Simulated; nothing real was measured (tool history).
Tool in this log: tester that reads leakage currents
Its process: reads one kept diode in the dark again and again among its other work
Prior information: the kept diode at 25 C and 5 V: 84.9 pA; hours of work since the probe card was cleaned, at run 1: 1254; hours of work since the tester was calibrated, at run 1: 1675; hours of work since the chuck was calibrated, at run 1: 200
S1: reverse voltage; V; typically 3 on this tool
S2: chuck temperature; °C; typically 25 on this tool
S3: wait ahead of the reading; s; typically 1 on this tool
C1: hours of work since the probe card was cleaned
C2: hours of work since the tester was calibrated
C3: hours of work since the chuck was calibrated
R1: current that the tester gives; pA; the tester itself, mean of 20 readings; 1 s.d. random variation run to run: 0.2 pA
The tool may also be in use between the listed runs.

run    hour     S1  S2    S3    C1    C2   C3       R1
  1       0      3  25     1  1254  1675  200    63.92
  2    42.1   1.05  25     1  1280  1702  226    34.18
  3    83.2   1.05  25     1  1306  1727  252    34.08
  4     121   1.05  25     1  1330  1751  276    34.26
  5   167.8      3  25     1  1359  1781  305    63.59
  6   209.1      3  25     1  1385  1807  331    63.82
  7   248.4      3  25     1  1410  1831  356    63.57
  8   306.1      3  44     1  1446  1868  392   331.72
  9   338.1      3  44     1  1467  1888  412   332.08
 10   387.3      3  44  4.94  1497  1919  443   331.07
 11   445.3      3  44  4.94  1534  1955  480   332.05
 12   487.8      3  25     1  1561  1982  507    63.45
 13   518.7      3  58     1  1580  2001  526    998.6
 14   564.5      3  58     1  1609  2030  555  1000.19
 15   608.6      3  25     1  1637  2058  583    63.96
      627.1  -- probe card cleaned and baked
 16   643.7      3  25     1    10  2078  603    63.71
 17   671.9      3  25     1    28  2096  621    63.98
 18   710.7      3  25     1    53  2120  645    63.35
 19   737.5      3  25     1    69  2137  662    63.17
 20     782      3  25     1    97  2165  690    63.59
 21   821.9   1.91  33     1   122  2190  715    99.48
      826.9  -- chuck's temperature calibrated
 22   871.3  13.12  25     1   152  2220   28   153.29
 23   898.9   5.42  55  0.64   170  2237   45  1139.36
 24   932.1   1.13  25   2.1   191  2258   66    35.54
 25   958.9  11.33  25  0.38   207  2275   83   146.36
 26  1015.7  11.33  25  0.38   243  2311  119   146.95
 27    1080   7.38  28  4.22   284  2351  159   141.55
 28  1130.1   2.98  22  1.44   315  2383  191    47.87
 29  1160.1    6.3  49     1   334  2402  210   771.09
 30  1190.7      3  45  2.07   353  2421  229   360.33
 31  1221.9      3  45  2.07   373  2441  248   359.67
 32  1288.2      3  45  2.07   415  2482  290    361.1
 33  1337.5  18.07  25  0.39   446  2513  321    195.9
 34  1390.2  18.07  28   0.4   479  2546  354   251.88
 35  1447.3   1.18  46     1   515  2582  390   224.41
 36  1480.8   5.16  25     1   536  2603  411    88.54
 37  1537.6   9.46  23  0.55   571  2639  447   107.61
 38    1603    6.3  58     1   613  2680  488  1551.24
 39  1663.3   8.11  25  4.03   650  2718  526   113.63
 40  1722.5   8.11  25  4.03   688  2755  563   114.38

Forecast each of these 4 alternatives for the next run:
  A  1751.6  8.11  44  4.03  706  2774  582   ?
  B  1751.6     3  25  4.29  706  2774  582   ?
  C  1751.6  8.97  27  0.38  706  2774  582   ?
  D  1751.6     3  20  0.57  706  2774  582   ?

run      R1
  A  595.82
  B   62.97
  C  151.97
  D   40.81
What these runs would have given with no unlogged condition in the tool:
run      R1
  A  596.78
  B   63.08
  C  152.21
  D   40.87

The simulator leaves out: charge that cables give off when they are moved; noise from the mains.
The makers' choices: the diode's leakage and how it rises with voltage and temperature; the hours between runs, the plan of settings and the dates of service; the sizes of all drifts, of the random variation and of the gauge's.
